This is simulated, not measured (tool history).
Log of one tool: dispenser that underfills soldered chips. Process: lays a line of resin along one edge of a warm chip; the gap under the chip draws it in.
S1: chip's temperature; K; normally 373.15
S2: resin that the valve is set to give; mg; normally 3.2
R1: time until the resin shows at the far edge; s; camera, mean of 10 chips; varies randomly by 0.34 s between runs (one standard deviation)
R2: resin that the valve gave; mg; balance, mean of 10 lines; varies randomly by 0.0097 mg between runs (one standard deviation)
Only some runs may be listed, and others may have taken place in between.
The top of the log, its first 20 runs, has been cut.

run	hour	S1	S2	R1	R2
21	104.2	384.15	2.77	14.4	2.676
# hour 106.5: new syringe of resin
22	110.8	384.15	2.77	13.2	2.69
# hour 115.8: new syringe of resin
23	117	384.15	2.77	12.2	2.674
24	120.9	372.15	3.01	20.2	2.891
25	123.8	382.15	3.05	16.1	2.931
# hour 125.3: new syringe of resin
26	130.3	370.15	2.95	22	2.809
27	133.6	362.15	3.82	30.8	3.657
# hour 134.5: new syringe of resin
# hour 136.8: dispensing valve cleaned and set on the balance
28	138.9	371.15	3.5	18.9	3.491
# hour 144.7: new syringe of resin
29	146	371.15	3.5	17.7	3.488
30	151.4	372.15	2.72	20.5	2.692
# hour 153.8: new syringe of resin
31	154.9	362.15	3.6	24.7	3.577
32	161.7	378.15	3.84	16.6	3.79
# hour 163.2: new syringe of resin
33	166	363.15	2.85	25.9	2.812
# hour 172.7: new syringe of resin
34	173.2	363.15	2.85	23.5	2.8
35	177.4	363.15	2.85	26.5	2.807

Alternative continuations, all from the tool just after run 35; predict every row:
A	181.1	388.15	2.99	?	?
B	181.1	386.15	3.58	?	?
C	181.1	367.15	2.92	?	?
D	181.1	366.15	4.01	?	?
E	181.1	379.15	3.15	?	?

run	R1	R2
A	12.9	2.941
B	13.4	3.514
C	25.5	2.847
D	26.1	3.935
E	17	3.08
With the hidden condition removed and each run's random variation left untouched, the same runs would have given:
run	R1	R2
A	10.3	3.002
B	10.8	3.588
C	20.3	2.908
D	21.1	4.018
E	13.7	3.145
